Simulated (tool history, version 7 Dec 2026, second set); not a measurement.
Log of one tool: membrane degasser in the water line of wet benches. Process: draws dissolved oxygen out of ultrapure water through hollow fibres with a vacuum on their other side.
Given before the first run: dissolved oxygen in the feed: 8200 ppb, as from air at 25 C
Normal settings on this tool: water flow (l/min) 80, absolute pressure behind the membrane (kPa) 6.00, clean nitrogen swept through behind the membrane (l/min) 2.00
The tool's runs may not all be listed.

run	hour	water flow (l/min)	absolute pressure behind the membrane (kPa)	clean nitrogen swept through behind the membrane (l/min)	dissolved oxygen in the water behind the degasser (ppb)	pressure that the water loses in the fibres (kPa)
1	0.0	80	6.00	2.00	526.8	26.94
2	96.6	80	6.00	2.00	531.6	27.06
3	174.1	80	6.00	2.00	538.3	27.03
4	231.5	80	6.00	2.00	529.2	27.00
5	338.4	80	6.00	2.00	542.0	27.24
6	389.0	52	6.00	2.00	342.0	17.34
7	455.8	52	6.00	2.00	339.9	17.72
8	558.4	52	6.00	2.00	340.0	17.81
9	635.3	96	6.00	1.07	782.3	32.59
10	733.8	80	14.46	1.17	1455.2	27.04
11	784.1	80	14.46	1.17	1439.9	27.09
12	854.3	80	14.46	1.17	1456.4	27.02

Below, some changes in dissolved oxygen in the water behind the degasser (ppb) between adjacent runs. For each, the amount present without the hidden state too (settings, incoming material, random variation) and the amount remaining for the hidden state with gauge scatter not shared by both compared results:
The hidden state here: membrane still open, %; true pressure behind the membrane over the reading, kPa; air that leaks in behind the membrane, l/min; drift of the gauge itself on oxygen_ppb, %; drift of the gauge itself on loss_of_pressure_kpa, %.
Run 8 -> 9: water flow (l/min) 52 -> 96, clean nitrogen swept through behind the membrane (l/min) 2.00 -> 1.07. dissolved oxygen in the water behind the degasser (ppb) +442.3: hidden state +18.8, all else +423.5.
Run 9 -> 10: water flow (l/min) 96 -> 80, absolute pressure behind the membrane (kPa) 6.00 -> 14.46, clean nitrogen swept through behind the membrane (l/min) 1.07 -> 1.17. dissolved oxygen in the water behind the degasser (ppb) +672.9: hidden state -13.6, all else +686.5.
